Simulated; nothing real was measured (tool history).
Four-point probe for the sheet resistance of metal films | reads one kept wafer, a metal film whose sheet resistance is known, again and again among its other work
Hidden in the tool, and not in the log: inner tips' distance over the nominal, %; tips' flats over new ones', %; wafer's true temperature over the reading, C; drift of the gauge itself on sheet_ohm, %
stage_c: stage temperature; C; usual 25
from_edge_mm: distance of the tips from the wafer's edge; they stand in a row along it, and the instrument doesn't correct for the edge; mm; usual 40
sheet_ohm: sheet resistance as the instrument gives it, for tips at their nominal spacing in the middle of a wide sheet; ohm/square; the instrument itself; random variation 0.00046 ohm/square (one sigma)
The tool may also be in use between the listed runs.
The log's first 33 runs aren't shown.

run	hour	stage_c	from_edge_mm	touches since the probe head was changed	hours of work since the stage's thermometer was calibrated	sheet_ohm
34	1997.7	28	4	52394	1595	2.401394
35	2039.8	28	4	53182	1624	2.400189
36	2097.1	28	4	54256	1663	2.400462
37	2180.9	28	4	55825	1720	2.400644
38	2226.9	24	4	56685	1751	2.403135
39	2305.0	24	4	58147	1805	2.403435
40	2388.1	21	44	59703	1861	2.289291
41	2465.1	21	44	61145	1914	2.289202
# hour 2523.9: stage's thermometer calibrated
42	2523.9	22	5	62235	0	2.363821
43	2589.4	22	5	63462	45	2.364584
44	2629.6	22	5	64214	72	2.364259
45	2673.5	22	5	65035	102	2.364178

4 ways to go on from here, each from the tool as it stands after run 45. What would each give?
A	2753.3	33	40	66530	156	?
B	2753.3	21	5	66530	156	?
C	2753.3	33	7	66530	156	?
D	2753.3	18	4	66530	156	?

run	sheet_ohm
A	2.282184
B	2.364556
C	2.321084
D	2.406921
Without the tool's hidden state the same runs would have given:
run	sheet_ohm
A	2.282130
B	2.364500
C	2.321030
D	2.406865

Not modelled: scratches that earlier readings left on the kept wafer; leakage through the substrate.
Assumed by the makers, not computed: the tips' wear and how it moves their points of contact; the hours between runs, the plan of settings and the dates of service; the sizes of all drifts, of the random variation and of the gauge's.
